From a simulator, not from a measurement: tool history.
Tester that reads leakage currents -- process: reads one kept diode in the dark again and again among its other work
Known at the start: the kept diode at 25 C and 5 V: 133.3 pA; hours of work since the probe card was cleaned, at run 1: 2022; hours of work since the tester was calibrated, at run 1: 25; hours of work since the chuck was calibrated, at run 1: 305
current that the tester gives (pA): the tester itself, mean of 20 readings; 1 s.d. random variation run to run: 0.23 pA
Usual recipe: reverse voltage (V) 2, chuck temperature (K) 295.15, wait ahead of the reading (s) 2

run   hour  reverse voltage (V)  chuck temperature (K)  wait ahead of the reading (s)  hours of work since the probe card was cleaned  hours of work since the tester was calibrated  hours of work since the chuck was calibrated  current that the tester gives (pA)
  1      0                    2                 295.15                              2                                            2022                                             25                                           305                               73.11
  2   24.9                    2                 295.15                              2                                            2036                                             40                                           320                               72.97
  3     52                    2                 295.15                              2                                            2052                                             56                                           336                               73.56
  4   71.1                    2                 295.15                              2                                            2064                                             67                                           347                               73.26
  5  109.6                    2                 295.15                              2                                            2087                                             90                                           370                               73.51
  6  146.7                    2                 295.15                              2                                            2109                                            112                                           392                               73.11
  7  179.6                 4.99                 295.15                              2                                            2128                                            132                                           412                               101.9
  8  216.7                    2                 295.15                              2                                            2150                                            154                                           434                                73.2
  9  235.9                    2                 295.15                              2                                            2162                                            165                                           445                               73.03
 10  261.8                    2                 295.15                              2                                            2177                                            180                                           460                               73.43
 11  278.8                    2                 295.15                              2                                            2187                                            191                                           471                                73.3
 12  317.2                    2                 295.15                              2                                            2210                                            213                                           493                               72.99
 13  345.8                    2                 295.15                              2                                            2227                                            230                                           510                               73.18
 14  378.3                    2                 295.15                              2                                            2246                                            250                                           530                               72.87
 15  412.9                    2                 295.15                              2                                            2267                                            270                                           550                               73.05
 16  441.4                    2                 295.15                              2                                            2284                                            287                                           567                               73.36
 17  457.4                    2                 295.15                              2                                            2293                                            297                                           577                               73.37
 18  493.4                    2                 295.15                           1.05                                            2315                                            318                                           598                               73.43
 19  523.9                    2                 295.15                           1.96                                            2333                                            336                                           616                                73.3
 20  553.7                    2                 295.15                           1.96                                            2350                                            354                                           634                               73.02
 21  574.4                    2                 304.15                           1.08                                            2363                                            366                                           646                              165.55
 22  594.8                 1.54                 295.15                           0.48                                            2375                                            378                                           658                               67.22
 23  616.2                 1.54                 295.15                           0.48                                            2388                                            391                                           671                               67.42

What does the tool deliver on the next run?
 24  637.6                 1.12                 295.15                            2.1                                            2400                                            404                                           684                                   ?

{"run 24": {"current that the tester gives (pA)": 59.48}}
Take away the tool's hidden state, keep the run-to-run variation as it was, and the same run would have given current that the tester gives (pA) 59.53.
